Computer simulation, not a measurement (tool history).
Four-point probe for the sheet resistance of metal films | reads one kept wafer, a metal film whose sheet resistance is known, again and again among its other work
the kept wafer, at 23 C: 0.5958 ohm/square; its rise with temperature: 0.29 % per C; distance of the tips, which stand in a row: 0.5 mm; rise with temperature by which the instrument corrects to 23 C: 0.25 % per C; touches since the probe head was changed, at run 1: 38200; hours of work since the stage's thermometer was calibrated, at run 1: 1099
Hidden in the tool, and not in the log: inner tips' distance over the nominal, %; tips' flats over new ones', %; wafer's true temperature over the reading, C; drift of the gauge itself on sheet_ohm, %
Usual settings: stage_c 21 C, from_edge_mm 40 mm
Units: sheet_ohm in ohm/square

| run | hour | stage_c | from_edge_mm | touches since the probe head was changed | hours of work since the stage's thermometer was calibrated | sheet_ohm |
|---|---|---|---|---|---|---|
| 1 | 0 | 21 | 40 | 38200 | 1099 | 0.596745 |
| 2 | 35.8 | 33 | 40 | 39104 | 1119 | 0.598745 |
| 3 | 60.1 | 33 | 40 | 39719 | 1132 | 0.598895 |
| 4 | 85.2 | 33 | 40 | 40353 | 1146 | 0.598607 |
| 5 | 116.4 | 21 | 12 | 41143 | 1163 | 0.597274 |
| 6 | 154.2 | 21 | 12 | 42098 | 1184 | 0.597309 |
| 7 | 175.1 | 21 | 12 | 42626 | 1195 | 0.597308 |
| 8 | 199.8 | 21 | 12 | 43250 | 1209 | 0.597392 |
| 9 | 223.1 | 21 | 12 | 43839 | 1222 | 0.597375 |
| 10 | 260.4 | 21 | 12 | 44783 | 1242 | 0.597255 |
| 11 | 293 | 21 | 8 | 45607 | 1260 | 0.598248 |
| 12 | 314.5 | 21 | 8 | 46149 | 1272 | 0.597919 |
| 13 | 353.2 | 21 | 11 | 47129 | 1293 | 0.597497 |
| 14 | 386.1 | 21 | 11 | 47959 | 1311 | 0.597403 |
| 15 | 422 | 21 | 11 | 48867 | 1331 | 0.597618 |
| 16 | 444.9 | 21 | 10 | 49446 | 1344 | 0.597691 |
| 17 | 474.4 | 21 | 10 | 50192 | 1360 | 0.597797 |
| 18 | 503.9 | 30 | 31 | 50937 | 1376 | 0.598657 |
|  | 544.3 | stage's thermometer calibrated |
| 19 | 544.9 | 33 | 30 | 51962 | 0 | 0.598958 |
| 20 | 585 | 24 | 40 | 52974 | 22 | 0.597112 |
| 21 | 615 | 24 | 40 | 53734 | 39 | 0.597193 |
| 22 | 648.9 | 24 | 40 | 54591 | 58 | 0.597356 |
| 23 | 669.6 | 25 | 17 | 55113 | 69 | 0.5978 |
| 24 | 690.8 | 31 | 13 | 55648 | 80 | 0.599174 |
| 25 | 727.4 | 21 | 64 | 56575 | 101 | 0.596549 |
| 26 | 752.2 | 28 | 75 | 57201 | 114 | 0.597913 |
| 27 | 769.3 | 23 | 11 | 57632 | 124 | 0.597693 |
| 28 | 791.2 | 31 | 10 | 58186 | 136 | 0.599593 |
| 29 | 808.1 | 31 | 10 | 58614 | 145 | 0.599356 |
| 30 | 845.6 | 26 | 40 | 59561 | 166 | 0.597876 |
| 31 | 868.5 | 27 | 40 | 60140 | 178 | 0.597978 |
| 32 | 886.4 | 31 | 11 | 60592 | 188 | 0.59938 |
| 33 | 917.6 | 31 | 11 | 61381 | 205 | 0.599279 |
| 34 | 958 | 31 | 11 | 62402 | 227 | 0.599491 |

Some steps in sheet_ohm between neighbouring runs. How much of each would the tool show without its hidden state too (settings, what came in, random variation), and how much is left for the hidden state, with any gauge scatter that isn't in both results?
Run 1 -> 2: stage_c 21 -> 33. sheet_ohm +0.002 ohm/square: hidden state +0.000016, all else +0.001984.
Run 4 -> 5: stage_c 33 -> 21, from_edge_mm 40 -> 12. sheet_ohm -0.001333 ohm/square: hidden state +0.000038, all else -0.001371.
Run 18 -> 19: stage_c 30 -> 33, from_edge_mm 31 -> 30, stage's thermometer calibrated. sheet_ohm +0.000301 ohm/square: hidden state -0.000464, all else +0.000765.
Run 24 -> 25: stage_c 31 -> 21, from_edge_mm 13 -> 64. sheet_ohm -0.002625 ohm/square: hidden state +0.000025, all else -0.00265.
Run 27 -> 28: stage_c 23 -> 31, from_edge_mm 11 -> 10. sheet_ohm +0.0019 ohm/square: hidden state +0.00002, all else +0.00188.
Run 33 -> 34: no setting changed, nothing entered. sheet_ohm +0.000212 ohm/square: hidden state +0.000035, all else +0.000177.

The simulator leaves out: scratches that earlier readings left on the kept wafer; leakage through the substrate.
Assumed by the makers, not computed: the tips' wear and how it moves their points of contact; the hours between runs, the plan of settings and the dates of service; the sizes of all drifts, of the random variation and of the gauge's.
